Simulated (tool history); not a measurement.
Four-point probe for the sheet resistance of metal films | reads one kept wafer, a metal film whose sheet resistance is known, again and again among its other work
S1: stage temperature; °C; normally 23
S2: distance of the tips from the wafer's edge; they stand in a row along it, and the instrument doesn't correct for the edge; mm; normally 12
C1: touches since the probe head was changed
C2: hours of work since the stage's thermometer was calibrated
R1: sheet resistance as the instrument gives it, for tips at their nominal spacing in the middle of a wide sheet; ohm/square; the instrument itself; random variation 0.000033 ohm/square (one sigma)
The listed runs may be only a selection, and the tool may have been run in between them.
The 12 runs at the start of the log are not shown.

| run | day | S1 | S2 | C1 | C2 | R1 |
|---|---|---|---|---|---|---|
| 13 | 20.362 | 23 | 50 | 29650 | 1285 | 0.162815 |
| 14 | 22.204 | 23 | 50 | 32389 | 1318 | 0.162741 |
| 15 | 23.146 | 23 | 30 | 33791 | 1334 | 0.162710 |
| 16 | 25.379 | 23 | 30 | 37117 | 1374 | 0.162753 |
| 17 | 27.312 | 26 | 12 | 39995 | 1408 | 0.162495 |
| 18 | 29.617 | 26 | 3 | 43428 | 1449 | 0.166074 |
| 19 | 30.712 | 34 | 16 | 45061 | 1469 | 0.161366 |
| 20 | 32.692 | 34 | 16 | 48008 | 1504 | 0.161248 |
| 21 | 34.633 | 32 | 16 | 50901 | 1538 | 0.161509 |
|  | 35.092 | stage's thermometer calibrated |
| 22 | 36.646 | 25 | 19 | 53867 | 28 | 0.162178 |
| 23 | 37.667 | 18 | 4 | 55387 | 46 | 0.165148 |
| 24 | 39.692 | 23 | 20 | 58404 | 82 | 0.162266 |
| 25 | 41.842 | 20 | 10 | 61603 | 120 | 0.162955 |
| 26 | 43.767 | 23 | 5 | 64469 | 154 | 0.163542 |
|  | 44.038 | stage's thermometer calibrated, once more |
| 27 | 45.354 | 23 | 5 | 66801 | 23 | 0.163694 |
|  | 46.375 | new probe head fitted |
| 28 | 46.908 | 31 | 5 | 797 | 50 | 0.164074 |
| 29 | 48.458 | 34 | 35 | 3104 | 78 | 0.162367 |
| 30 | 49.408 | 33 | 4 | 4522 | 95 | 0.164588 |
| 31 | 51.504 | 33 | 10 | 7641 | 132 | 0.162732 |
| 32 | 52.917 | 33 | 53 | 9746 | 157 | 0.162376 |
| 33 | 54.042 | 22 | 7 | 11417 | 177 | 0.164371 |

4 ways to go on from here, each from the tool as it stands after run 33. What would each give?
| A | 56.146 | 21 | 8 | 14553 | 214 | ? |
| B | 56.146 | 20 | 8 | 14553 | 214 | ? |
| C | 56.146 | 30 | 7 | 14553 | 214 | ? |
| D | 56.146 | 22 | 12 | 14553 | 214 | ? |

| run | R1 |
|---|---|
| A | 0.164225 |
| B | 0.164373 |
| C | 0.163327 |
| D | 0.163825 |
What these runs would have given with no unlogged condition in the tool:
| run | R1 |
|---|---|
| A | 0.164855 |
| B | 0.165004 |
| C | 0.163953 |
| D | 0.164454 |
